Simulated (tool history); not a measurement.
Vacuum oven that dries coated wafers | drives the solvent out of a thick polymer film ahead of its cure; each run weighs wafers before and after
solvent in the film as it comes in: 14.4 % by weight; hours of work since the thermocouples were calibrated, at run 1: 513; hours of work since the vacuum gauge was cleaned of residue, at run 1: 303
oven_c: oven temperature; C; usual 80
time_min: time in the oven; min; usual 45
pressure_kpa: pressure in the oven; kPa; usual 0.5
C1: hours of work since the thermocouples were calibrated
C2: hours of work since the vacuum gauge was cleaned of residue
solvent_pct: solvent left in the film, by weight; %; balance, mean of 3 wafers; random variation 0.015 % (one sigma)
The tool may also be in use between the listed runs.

Run 1, hour 0: usual settings; C1 513; C2 303. Result: solvent_pct 2.1 %.
Run 2, hour 42.1: usual settings; C1 532; C2 322. Result: solvent_pct 2.09 %.
Run 3, hour 90.6: usual settings but time_min 68 min; C1 553; C2 343. Result: solvent_pct 1.01 %.
Run 4, hour 149.3: usual settings but time_min 68 min; C1 579; C2 369. Result: solvent_pct 1.01 %.
Run 5, hour 186: usual settings but time_min 68 min; C1 595; C2 385. Result: solvent_pct 1 %.
Run 6, hour 234.9: usual settings; C1 617; C2 407. Result: solvent_pct 2.05 %.
Run 7, hour 278.2: usual settings but time_min 36 min; C1 636; C2 426. Result: solvent_pct 2.85 %.
Run 8, hour 318.2: usual settings; C1 653; C2 444. Result: solvent_pct 2.05 %.
Run 9, hour 361.9: usual settings; C1 673; C2 463. Result: solvent_pct 2.05 %.
Run 10, hour 409.2: usual settings; C1 694; C2 484. Result: solvent_pct 2.02 %.
Run 11, hour 451.4: usual settings; C1 712; C2 503. Result: solvent_pct 2.03 %.
Run 12, hour 503: usual settings; C1 735; C2 525. Result: solvent_pct 2.04 %.
Run 13, hour 539.8: usual settings; C1 751; C2 542. Result: solvent_pct 2.04 %.
Run 14, hour 584.8: usual settings; C1 771; C2 562. Result: solvent_pct 2.02 %.
Run 15, hour 620.9: usual settings; C1 787; C2 577. Result: solvent_pct 2 %.
Run 16, hour 662.2: usual settings; C1 805; C2 596. Result: solvent_pct 2.01 %.
Run 17, hour 713.9: usual settings; C1 828; C2 619. Result: solvent_pct 2 %.
Run 18, hour 740: usual settings; C1 840; C2 630. Result: solvent_pct 2 %.
Run 19, hour 782: usual settings; C1 858; C2 649. Result: solvent_pct 2 %.
Run 20, hour 832: usual settings; C1 880; C2 671. Result: solvent_pct 1.98 %.
Run 21, hour 864: usual settings; C1 895; C2 685. Result: solvent_pct 1.99 %.
Run 22, hour 902.2: usual settings; C1 911; C2 702. Result: solvent_pct 1.97 %.
Run 23, hour 954.8: usual settings; C1 935; C2 725. Result: solvent_pct 1.98 %.
Run 24, hour 990.6: usual settings but oven_c 65 C; C1 950; C2 741. Result: solvent_pct 6.85 %.
Run 25, hour 1037.9: usual settings but oven_c 65 C; C1 971; C2 762. Result: solvent_pct 6.75 %.
At hour 1072.1: oven's thermocouples calibrated.
Run 26, hour 1092.8: usual settings but oven_c 65 C; C1 9; C2 785. Result: solvent_pct 6.54 %.
Run 27, hour 1120.3: usual settings but oven_c 66 C, time_min 61 min; C1 21; C2 797. Result: solvent_pct 4.96 %.
Run 28, hour 1147.2: usual settings but oven_c 88 C, time_min 52 min, pressure_kpa 0.595 kPa; C1 33; C2 809. Result: solvent_pct 0.45 %.
Run 29, hour 1175.2: usual settings but pressure_kpa 0.427 kPa; C1 46; C2 821. Result: solvent_pct 1.7 %.
Run 30, hour 1233.8: usual settings but oven_c 65 C, pressure_kpa 1.963 kPa; C1 71; C2 847. Result: solvent_pct 7.36 %.
Run 31, hour 1289.6: usual settings but time_min 79 min, pressure_kpa 0.716 kPa; C1 96; C2 872. Result: solvent_pct 0.77 %.
At hour 1321.4: oven's thermocouples calibrated, once more.
Run 32, hour 1329.8: usual settings but time_min 79 min, pressure_kpa 0.716 kPa; C1 4; C2 889. Result: solvent_pct 1.08 %.
Run 33, hour 1377.4: usual settings but time_min 79 min, pressure_kpa 0.716 kPa; C1 25; C2 910. Result: solvent_pct 1.06 %.
Run 34, hour 1436.4: usual settings but oven_c 74 C, time_min 53 min, pressure_kpa 1.606 kPa; C1 51; C2 936. Result: solvent_pct 4.35 %.
Run 35, hour 1483.2: usual settings but oven_c 74 C, time_min 53 min, pressure_kpa 1.606 kPa; C1 71; C2 957. Result: solvent_pct 4.34 %.
Run 36, hour 1514.1: usual settings but oven_c 74 C, time_min 37 min, pressure_kpa 0.459 kPa; C1 85; C2 970. Result: solvent_pct 5.12 %.
Run 37, hour 1565.8: usual settings but oven_c 74 C, time_min 37 min, pressure_kpa 0.459 kPa; C1 108; C2 993. Result: solvent_pct 5.1 %.
Run 38, hour 1602.7: usual settings but oven_c 74 C, time_min 37 min, pressure_kpa 0.459 kPa; C1 124; C2 1009. Result: solvent_pct 5.08 %.
Run 39, hour 1645.8: usual settings but oven_c 75 C, time_min 52 min, pressure_kpa 1.232 kPa; C1 143; C2 1028. Result: solvent_pct 3.81 %.
Run 40, hour 1689.1: usual settings but oven_c 75 C, time_min 52 min, pressure_kpa 1.232 kPa; C1 162; C2 1047. Result: solvent_pct 3.8 %.
Run 41, hour 1725.1: usual settings but oven_c 89 C, time_min 23 min, pressure_kpa 0.593 kPa; C1 178; C2 1063. Result: solvent_pct 2.3 %.
Run 42, hour 1770.2: usual settings but oven_c 89 C, time_min 32 min, pressure_kpa 0.593 kPa; C1 198; C2 1083. Result: solvent_pct 1.31 %.
Run 43, hour 1797.9: usual settings but oven_c 92 C, time_min 72 min, pressure_kpa 0.67 kPa; C1 210; C2 1096. Result: solvent_pct 0.34 %.
Run 44, hour 1828.3: usual settings but time_min 67 min, pressure_kpa 1.967 kPa; C1 224; C2 1109. Result: solvent_pct 2.07 %.
Run 45, hour 1858.9: usual settings but time_min 67 min, pressure_kpa 1.967 kPa; C1 237; C2 1122. Result: solvent_pct 2.07 %.
Run 46, hour 1916.5: usual settings but oven_c 74 C, time_min 27 min, pressure_kpa 0.551 kPa; C1 263; C2 1148. Result: solvent_pct 6.32 %.

Measured less the same run without the tool's hidden state. The same run-to-run variation is in both; the gauge's scatter may not be:
The hidden state here: true wafer temperature over the reading, C; true pressure over the reading, kPa; drift of the gauge itself on solvent_pct, %.
run  solvent_pct
  1        -0.26
  2        -0.27
  3        -0.16
  4        -0.16
  5        -0.16
  6         -0.3
  7        -0.35
  8        -0.31
  9        -0.31
 10        -0.32
 11        -0.32
 12        -0.33
 13        -0.34
 14        -0.35
 15        -0.35
 16        -0.35
 17        -0.36
 18        -0.37
 19        -0.36
 20        -0.38
 21        -0.38
 22        -0.38
 23        -0.39
 24        -0.47
 25        -0.47
 26        -0.74
 27        -0.82
 28        -0.14
 29        -0.61
 30        -0.77
 31        -0.24
 32        +0.08
 33        +0.07
 34        +0.06
 35        +0.05
 36        +0.03
 37        +0.02
 38        +0.01
 39        +0.02
 40        +0.02
 41        -0.01
 42        +0.01
 43        +0.06
 44        +0.03
 45        +0.02
 46        -0.04

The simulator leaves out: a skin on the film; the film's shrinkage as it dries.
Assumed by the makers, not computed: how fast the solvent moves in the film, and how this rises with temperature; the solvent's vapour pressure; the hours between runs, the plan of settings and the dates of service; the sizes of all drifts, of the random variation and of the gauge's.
